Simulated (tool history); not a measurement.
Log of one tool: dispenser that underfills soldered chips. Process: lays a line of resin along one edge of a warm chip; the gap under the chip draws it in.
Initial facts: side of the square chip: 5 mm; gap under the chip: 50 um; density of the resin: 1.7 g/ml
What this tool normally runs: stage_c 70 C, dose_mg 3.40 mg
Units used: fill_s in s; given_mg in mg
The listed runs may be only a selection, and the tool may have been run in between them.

run 1 hour=0.0 | stage_c=70 dose_mg=3.40 | fill_s=30.3 given_mg=3.23
run 2 hour=6.1 | stage_c=70 dose_mg=3.40 | fill_s=35.3 given_mg=3.21
-- hour=7.7 new syringe of resin
run 3 hour=13.2 | stage_c=70 dose_mg=3.40 | fill_s=32.9 given_mg=3.15
-- hour=16.8 new syringe of resin
run 4 hour=20.3 | stage_c=70 dose_mg=4.21 | fill_s=29.8 given_mg=3.94
-- hour=25.7 new syringe of resin
run 5 hour=28.8 | stage_c=70 dose_mg=4.21 | fill_s=30.3 given_mg=3.88
-- hour=30.6 dispensing valve cleaned and set on the balance
-- hour=36.0 new syringe of resin
run 6 hour=38.3 | stage_c=70 dose_mg=4.21 | fill_s=30.9 given_mg=4.23
run 7 hour=42.1 | stage_c=70 dose_mg=4.21 | fill_s=34.1 given_mg=4.20
-- hour=45.5 new syringe of resin
run 8 hour=48.4 | stage_c=70 dose_mg=4.21 | fill_s=29.8 given_mg=4.20
-- hour=54.9 new syringe of resin
run 9 hour=54.9 | stage_c=70 dose_mg=3.40 | fill_s=28.5 given_mg=3.36
run 10 hour=61.7 | stage_c=70 dose_mg=3.40 | fill_s=34.2 given_mg=3.34
-- hour=64.1 new syringe of resin
run 11 hour=68.6 | stage_c=70 dose_mg=3.93 | fill_s=32.8 given_mg=3.85

Predict the results of run 12:
-- hour=73.5 new syringe of resin
run 12 hour=77.3 | stage_c=83 dose_mg=3.61 | fill_s=? given_mg=?

Run 12 came out at fill_s 18.9 s, given_mg 3.54 mg.
Without the tool's hidden state the same run would have given fill_s 16.7 s, given_mg 3.62 mg.

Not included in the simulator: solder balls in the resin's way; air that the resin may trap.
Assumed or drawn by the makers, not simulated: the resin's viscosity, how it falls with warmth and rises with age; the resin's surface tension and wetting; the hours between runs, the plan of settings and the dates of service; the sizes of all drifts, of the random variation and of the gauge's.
